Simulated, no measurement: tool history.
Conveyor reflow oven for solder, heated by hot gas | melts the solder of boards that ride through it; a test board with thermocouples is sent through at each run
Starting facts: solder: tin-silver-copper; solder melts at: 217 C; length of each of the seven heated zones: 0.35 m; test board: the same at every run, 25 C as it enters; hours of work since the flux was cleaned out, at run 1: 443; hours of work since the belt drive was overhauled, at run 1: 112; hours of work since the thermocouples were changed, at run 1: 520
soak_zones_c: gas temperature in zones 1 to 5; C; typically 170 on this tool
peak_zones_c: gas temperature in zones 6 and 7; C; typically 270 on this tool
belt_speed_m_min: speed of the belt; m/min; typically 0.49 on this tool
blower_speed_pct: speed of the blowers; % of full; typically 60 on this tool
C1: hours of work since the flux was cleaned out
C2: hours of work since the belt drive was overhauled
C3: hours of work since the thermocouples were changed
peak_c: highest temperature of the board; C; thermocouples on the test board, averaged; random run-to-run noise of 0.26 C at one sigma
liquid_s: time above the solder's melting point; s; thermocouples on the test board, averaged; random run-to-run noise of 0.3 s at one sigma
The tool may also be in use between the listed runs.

{"run": 1, "hour": 0.0, "soak_zones_c": 170, "peak_zones_c": 270, "belt_speed_m_min": 0.49, "blower_speed_pct": 60, "C1": 443, "C2": 112, "C3": 520, "peak_c": 244.7, "liquid_s": 53}
{"run": 2, "hour": 4.9, "soak_zones_c": 170, "peak_zones_c": 270, "belt_speed_m_min": 0.49, "blower_speed_pct": 64, "C1": 446, "C2": 115, "C3": 523, "peak_c": 246.3, "liquid_s": 54.5}
{"run": 3, "hour": 15.1, "soak_zones_c": 170, "peak_zones_c": 270, "belt_speed_m_min": 0.49, "blower_speed_pct": 64, "C1": 453, "C2": 122, "C3": 530, "peak_c": 246.3, "liquid_s": 55.6}
{"run": 4, "hour": 20.5, "soak_zones_c": 170, "peak_zones_c": 270, "belt_speed_m_min": 0.49, "blower_speed_pct": 60, "C1": 457, "C2": 126, "C3": 534, "peak_c": 244.6, "liquid_s": 52.7}
{"run": 5, "hour": 25.7, "soak_zones_c": 170, "peak_zones_c": 270, "belt_speed_m_min": 0.49, "blower_speed_pct": 60, "C1": 460, "C2": 130, "C3": 538, "peak_c": 244.8, "liquid_s": 52.7}
{"run": 6, "hour": 37.7, "soak_zones_c": 161, "peak_zones_c": 270, "belt_speed_m_min": 0.49, "blower_speed_pct": 60, "C1": 469, "C2": 138, "C3": 546, "peak_c": 242.9, "liquid_s": 47}
{"hour": 42.2, "done": "belt drive overhauled, speed set with a stopwatch"}
{"run": 7, "hour": 50.4, "soak_zones_c": 170, "peak_zones_c": 270, "belt_speed_m_min": 0.49, "blower_speed_pct": 60, "C1": 475, "C2": 6, "C3": 552, "peak_c": 245, "liquid_s": 52.3}
{"run": 8, "hour": 56.6, "soak_zones_c": 170, "peak_zones_c": 270, "belt_speed_m_min": 0.49, "blower_speed_pct": 60, "C1": 479, "C2": 10, "C3": 557, "peak_c": 244.7, "liquid_s": 52.6}
{"hour": 68.4, "done": "flux residue cleaned out of gas plates and filters"}
{"run": 9, "hour": 72.0, "soak_zones_c": 170, "peak_zones_c": 270, "belt_speed_m_min": 0.49, "blower_speed_pct": 60, "C1": 3, "C2": 17, "C3": 564, "peak_c": 248.2, "liquid_s": 57.3}
{"run": 10, "hour": 83.3, "soak_zones_c": 170, "peak_zones_c": 270, "belt_speed_m_min": 0.49, "blower_speed_pct": 60, "C1": 10, "C2": 25, "C3": 572, "peak_c": 248.6, "liquid_s": 57.3}
{"run": 11, "hour": 90.7, "soak_zones_c": 170, "peak_zones_c": 270, "belt_speed_m_min": 0.49, "blower_speed_pct": 60, "C1": 16, "C2": 30, "C3": 577, "peak_c": 248.3, "liquid_s": 57.4}
{"hour": 97.9, "done": "belt drive overhauled, speed set with a stopwatch, once more"}
{"run": 12, "hour": 100.5, "soak_zones_c": 176, "peak_zones_c": 268, "belt_speed_m_min": 0.529, "blower_speed_pct": 52, "C1": 20, "C2": 2, "C3": 581, "peak_c": 241.3, "liquid_s": 45.6}
{"run": 13, "hour": 110.4, "soak_zones_c": 170, "peak_zones_c": 270, "belt_speed_m_min": 0.45, "blower_speed_pct": 60, "C1": 27, "C2": 9, "C3": 588, "peak_c": 251.9, "liquid_s": 66.5}
{"run": 14, "hour": 117.8, "soak_zones_c": 184, "peak_zones_c": 262, "belt_speed_m_min": 0.462, "blower_speed_pct": 60, "C1": 32, "C2": 14, "C3": 593, "peak_c": 246.7, "liquid_s": 66.8}
{"run": 15, "hour": 123.3, "soak_zones_c": 184, "peak_zones_c": 262, "belt_speed_m_min": 0.462, "blower_speed_pct": 60, "C1": 36, "C2": 18, "C3": 597, "peak_c": 247, "liquid_s": 66.4}
{"run": 16, "hour": 133.0, "soak_zones_c": 169, "peak_zones_c": 281, "belt_speed_m_min": 0.525, "blower_speed_pct": 60, "C1": 42, "C2": 25, "C3": 604, "peak_c": 253.6, "liquid_s": 56.7}
{"run": 17, "hour": 144.9, "soak_zones_c": 170, "peak_zones_c": 268, "belt_speed_m_min": 0.49, "blower_speed_pct": 66, "C1": 51, "C2": 33, "C3": 612, "peak_c": 248.9, "liquid_s": 58.1}
{"run": 18, "hour": 151.5, "soak_zones_c": 170, "peak_zones_c": 268, "belt_speed_m_min": 0.49, "blower_speed_pct": 66, "C1": 55, "C2": 37, "C3": 616, "peak_c": 248.8, "liquid_s": 58.3}
{"run": 19, "hour": 157.3, "soak_zones_c": 159, "peak_zones_c": 263, "belt_speed_m_min": 0.418, "blower_speed_pct": 84, "C1": 59, "C2": 42, "C3": 621, "peak_c": 252.7, "liquid_s": 72.1}
{"run": 20, "hour": 165.7, "soak_zones_c": 165, "peak_zones_c": 263, "belt_speed_m_min": 0.582, "blower_speed_pct": 84, "C1": 65, "C2": 47, "C3": 626, "peak_c": 242.4, "liquid_s": 42.5}
{"run": 21, "hour": 174.4, "soak_zones_c": 156, "peak_zones_c": 270, "belt_speed_m_min": 0.49, "blower_speed_pct": 51, "C1": 71, "C2": 53, "C3": 632, "peak_c": 240.1, "liquid_s": 42.2}
{"run": 22, "hour": 185.2, "soak_zones_c": 156, "peak_zones_c": 270, "belt_speed_m_min": 0.49, "blower_speed_pct": 51, "C1": 79, "C2": 61, "C3": 640, "peak_c": 239.7, "liquid_s": 42}

Consider 3 possible next runs. They are alternatives, not a sequence: every one starts from the tool as it was left by run 22. What does each give?
{"run": "A", "hour": 194.1, "soak_zones_c": 156, "peak_zones_c": 283, "belt_speed_m_min": 0.454, "blower_speed_pct": 69, "C1": 85, "C2": 67, "C3": 646, "peak_c": "?", "liquid_s": "?"}
{"run": "B", "hour": 194.1, "soak_zones_c": 156, "peak_zones_c": 275, "belt_speed_m_min": 0.537, "blower_speed_pct": 56, "C1": 85, "C2": 67, "C3": 646, "peak_c": "?", "liquid_s": "?"}
{"run": "C", "hour": 194.1, "soak_zones_c": 174, "peak_zones_c": 270, "belt_speed_m_min": 0.56, "blower_speed_pct": 61, "C1": 85, "C2": 67, "C3": 646, "peak_c": "?", "liquid_s": "?"}

run=A peak_c=262.5 liquid_s=70.4
run=B peak_c=242 liquid_s=40.1
run=C peak_c=243.9 liquid_s=46
With no hidden state in the tool, these same runs would have given:
run=A peak_c=261.9 liquid_s=70.1
run=B peak_c=241.7 liquid_s=39.8
run=C peak_c=243.5 liquid_s=45.7
